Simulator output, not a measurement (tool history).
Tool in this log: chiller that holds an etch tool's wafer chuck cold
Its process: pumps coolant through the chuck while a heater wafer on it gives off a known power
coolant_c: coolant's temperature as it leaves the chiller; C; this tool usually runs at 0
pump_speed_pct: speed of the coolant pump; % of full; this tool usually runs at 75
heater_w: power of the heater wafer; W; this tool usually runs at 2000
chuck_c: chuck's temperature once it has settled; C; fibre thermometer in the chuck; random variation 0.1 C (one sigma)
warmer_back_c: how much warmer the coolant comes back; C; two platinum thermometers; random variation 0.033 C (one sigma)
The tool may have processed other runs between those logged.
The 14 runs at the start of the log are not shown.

| run | hour | coolant_c | pump_speed_pct | heater_w | chuck_c | warmer_back_c |
|---|---|---|---|---|---|---|
| 15 | 2104.6 | 0 | 75 | 2406 | 22.9 | 5.19 |
| 16 | 2245.4 | 0 | 61 | 2406 | 27.1 | 6.43 |
|  | 2350.3 | coolant pump overhauled |
| 17 | 2462.9 | 8 | 89 | 2397 | 28.0 | 4.38 |
| 18 | 2654.8 | -6 | 66 | 2712 | 22.7 | 6.71 |
| 19 | 2853.4 | 8 | 77 | 1133 | 18.7 | 2.23 |
| 20 | 2976.7 | 9 | 62 | 2927 | 41.6 | 7.74 |
| 21 | 3159.3 | 0 | 66 | 2000 | 21.1 | 4.78 |
|  | 3271.2 | coolant changed, channels flushed |
| 22 | 3319.8 | 0 | 75 | 1956 | 18.8 | 4.09 |
| 23 | 3531.4 | 0 | 75 | 1956 | 18.5 | 4.08 |
| 24 | 3721.3 | 9 | 76 | 1684 | 25.0 | 3.42 |
| 25 | 3932.9 | -9 | 76 | 1038 | 0.7 | 1.96 |
| 26 | 4077.1 | 9 | 84 | 1016 | 17.8 | 1.65 |
| 27 | 4175.0 | 0 | 70 | 1888 | 18.9 | 4.22 |
| 28 | 4283.4 | 0 | 70 | 1888 | 19.0 | 4.19 |
|  | 4425.8 | chiller's thermometer calibrated |
| 29 | 4480.6 | 0 | 89 | 1173 | 9.6 | 1.82 |
| 30 | 4667.0 | 0 | 94 | 1173 | 9.3 | 1.63 |
|  | 4780.9 | gauge calibrated |
| 31 | 4837.7 | 0 | 94 | 1173 | 9.2 | 2.13 |

4 options for the next run, each taken on its own from the tool as it stands now. Forecast them:
| A | 4941.8 | 1 | 90 | 2000 | ? | ? |
| B | 4941.8 | -4 | 96 | 1173 | ? | ? |
| C | 4941.8 | -3 | 75 | 2700 | ? | ? |
| D | 4941.8 | -1 | 82 | 2000 | ? | ? |

| run | chuck_c | warmer_back_c |
|---|---|---|
| A | 17.5 | 3.77 |
| B | 5.2 | 2.06 |
| C | 22.8 | 6.09 |
| D | 16.8 | 4.12 |
Stripped of hidden state, with their random variation kept, the same runs would have yielded:
| run | chuck_c | warmer_back_c |
|---|---|---|
| A | 17.5 | 3.78 |
| B | 5.2 | 2.08 |
| C | 22.8 | 6.10 |
| D | 16.8 | 4.14 |
